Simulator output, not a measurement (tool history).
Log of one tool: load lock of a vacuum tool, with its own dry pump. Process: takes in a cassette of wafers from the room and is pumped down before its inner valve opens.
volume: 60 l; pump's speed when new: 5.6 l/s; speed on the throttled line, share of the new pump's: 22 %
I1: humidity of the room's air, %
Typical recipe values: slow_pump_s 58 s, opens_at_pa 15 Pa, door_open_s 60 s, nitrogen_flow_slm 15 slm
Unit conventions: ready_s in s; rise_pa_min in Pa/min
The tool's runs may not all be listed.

Run 1, hour 0: usual settings; I1 45. Result: ready_s 156 s, rise_pa_min 0.064 Pa/min.
Run 2, hour 207.9: usual settings; I1 48.1. Result: ready_s 157.3 s, rise_pa_min 0.068 Pa/min.
Run 3, hour 427: usual settings but nitrogen_flow_slm 23 slm; I1 43.4. Result: ready_s 156.6 s, rise_pa_min 0.057 Pa/min.
Run 4, hour 632.5: usual settings; I1 46.5. Result: ready_s 157.6 s, rise_pa_min 0.066 Pa/min.
At hour 743.7: dry pump taken out, an overhauled one fitted.
Run 5, hour 770.5: usual settings but slow_pump_s 78 s; I1 45.9. Result: ready_s 154 s, rise_pa_min 0.067 Pa/min.
Run 6, hour 909: usual settings; I1 43.5. Result: ready_s 138.4 s, rise_pa_min 0.065 Pa/min.
Run 7, hour 1097.8: usual settings but slow_pump_s 38 s; I1 43.5. Result: ready_s 121.2 s, rise_pa_min 0.071 Pa/min.
Run 8, hour 1260.3: usual settings but opens_at_pa 12 Pa; I1 47.6. Result: ready_s 142.5 s, rise_pa_min 0.071 Pa/min.
Run 9, hour 1408: usual settings; I1 46.2. Result: ready_s 139.2 s, rise_pa_min 0.069 Pa/min.
Run 10, hour 1560.2: usual settings; I1 43.1. Result: ready_s 139.2 s, rise_pa_min 0.071 Pa/min.
Run 11, hour 1730.9: usual settings; I1 46.6. Result: ready_s 140.2 s, rise_pa_min 0.077 Pa/min.
Run 12, hour 1836.8: usual settings; I1 41.6. Result: ready_s 139.3 s, rise_pa_min 0.074 Pa/min.
Run 13, hour 2023.6: usual settings; I1 46.1. Result: ready_s 141.9 s, rise_pa_min 0.076 Pa/min.
Run 14, hour 2143: usual settings; I1 46.4. Result: ready_s 139.2 s, rise_pa_min 0.088 Pa/min.
Run 15, hour 2308.8: usual settings; I1 41.6. Result: ready_s 141.3 s, rise_pa_min 0.08 Pa/min.
Run 16, hour 2488.5: usual settings but slow_pump_s 33 s; I1 43.8. Result: ready_s 121.5 s, rise_pa_min 0.084 Pa/min.
Run 17, hour 2683: usual settings but slow_pump_s 33 s; I1 44. Result: ready_s 121.4 s, rise_pa_min 0.087 Pa/min.
Run 18, hour 2895.2: usual settings but slow_pump_s 107 s; I1 40.8. Result: ready_s 179.2 s, rise_pa_min 0.09 Pa/min.
Run 19, hour 3058.8: usual settings but slow_pump_s 107 s; I1 43.9. Result: ready_s 179.8 s, rise_pa_min 0.091 Pa/min.
Run 20, hour 3214: usual settings but slow_pump_s 107 s; I1 48.1. Result: ready_s 179.7 s, rise_pa_min 0.095 Pa/min.
Run 21, hour 3426: usual settings but slow_pump_s 107 s; I1 45.4. Result: ready_s 179.1 s, rise_pa_min 0.098 Pa/min.
Run 22, hour 3610.7: usual settings but slow_pump_s 107 s; I1 45.1. Result: ready_s 177 s, rise_pa_min 0.11 Pa/min.
Run 23, hour 3769.8: usual settings but door_open_s 58 s, nitrogen_flow_slm 13 slm; I1 42.1. Result: ready_s 142.3 s, rise_pa_min 0.097 Pa/min.
Run 24, hour 3927.8: usual settings but slow_pump_s 44 s, opens_at_pa 18 Pa, door_open_s 78 s, nitrogen_flow_slm 5 slm; I1 45. Result: ready_s 130.4 s, rise_pa_min 0.122 Pa/min.
Run 25, hour 4096.4: usual settings but slow_pump_s 44 s, opens_at_pa 18 Pa, door_open_s 78 s, nitrogen_flow_slm 5 slm; I1 48.1. Result: ready_s 129.1 s, rise_pa_min 0.127 Pa/min.
Run 26, hour 4195.2: usual settings but slow_pump_s 61 s, opens_at_pa 17 Pa, door_open_s 34 s, nitrogen_flow_slm 33 slm; I1 43.3. Result: ready_s 143.8 s, rise_pa_min 0.089 Pa/min.
Run 27, hour 4335.3: usual settings but slow_pump_s 115 s, opens_at_pa 25 Pa, door_open_s 214 s, nitrogen_flow_slm 21 slm; I1 41.1. Result: ready_s 180.2 s, rise_pa_min 0.121 Pa/min.
Run 28, hour 4439.8: usual settings but door_open_s 96 s; I1 42.9. Result: ready_s 141.6 s, rise_pa_min 0.12 Pa/min.
Run 29, hour 4589.8: usual settings but door_open_s 96 s; I1 45.1. Result: ready_s 144.7 s, rise_pa_min 0.117 Pa/min.
Run 30, hour 4777.9: usual settings but slow_pump_s 81 s, opens_at_pa 13 Pa, door_open_s 170 s, nitrogen_flow_slm 5 slm; I1 43. Result: ready_s 162.5 s, rise_pa_min 0.159 Pa/min.
Run 31, hour 4979.8: usual settings but slow_pump_s 81 s, opens_at_pa 13 Pa, door_open_s 170 s, nitrogen_flow_slm 5 slm; I1 45.2. Result: ready_s 163.1 s, rise_pa_min 0.158 Pa/min.
Run 32, hour 5175.8: usual settings but slow_pump_s 59 s, opens_at_pa 17 Pa, door_open_s 92 s, nitrogen_flow_slm 22 slm; I1 45.3. Result: ready_s 143.3 s, rise_pa_min 0.122 Pa/min.
Run 33, hour 5272.6: usual settings but opens_at_pa 28 Pa, door_open_s 103 s, nitrogen_flow_slm 9 slm; I1 45.9. Result: ready_s 138.8 s, rise_pa_min 0.139 Pa/min.
Run 34, hour 5471.1: usual settings but opens_at_pa 28 Pa, door_open_s 103 s, nitrogen_flow_slm 9 slm; I1 44.1. Result: ready_s 137.6 s, rise_pa_min 0.146 Pa/min.
Run 35, hour 5631.5: usual settings but slow_pump_s 40 s, opens_at_pa 29 Pa, door_open_s 235 s; I1 45.2. Result: ready_s 123.1 s, rise_pa_min 0.159 Pa/min.
Run 36, hour 5780.9: usual settings but slow_pump_s 40 s, opens_at_pa 29 Pa, door_open_s 235 s; I1 42.9. Result: ready_s 123.8 s, rise_pa_min 0.159 Pa/min.

4 ways to go on from here, each from the tool as it stands after run 36. What would each give?
Run A, hour 5972.8: usual settings but opens_at_pa 20 Pa, nitrogen_flow_slm 9 slm; I1 48.7. Result: ready_s ?, rise_pa_min ?.
Run B, hour 5972.8: usual settings but slow_pump_s 40 s, door_open_s 157 s, nitrogen_flow_slm 13 slm; I1 49.8. Result: ready_s ?, rise_pa_min ?.
Run C, hour 5972.8: usual settings but opens_at_pa 28 Pa; I1 46. Result: ready_s ?, rise_pa_min ?.
Run D, hour 5972.8: usual settings but slow_pump_s 36 s, door_open_s 219 s; I1 41.3. Result: ready_s ?, rise_pa_min ?.

run  ready_s  rise_pa_min
  A      142        0.141
  B    131.9        0.167
  C    137.6        0.134
  D    128.2        0.153
Without the tool's hidden state the same runs would have given:
run  ready_s  rise_pa_min
  A    136.6        0.047
  B      126        0.072
  C    132.4        0.041
  D    122.2        0.061

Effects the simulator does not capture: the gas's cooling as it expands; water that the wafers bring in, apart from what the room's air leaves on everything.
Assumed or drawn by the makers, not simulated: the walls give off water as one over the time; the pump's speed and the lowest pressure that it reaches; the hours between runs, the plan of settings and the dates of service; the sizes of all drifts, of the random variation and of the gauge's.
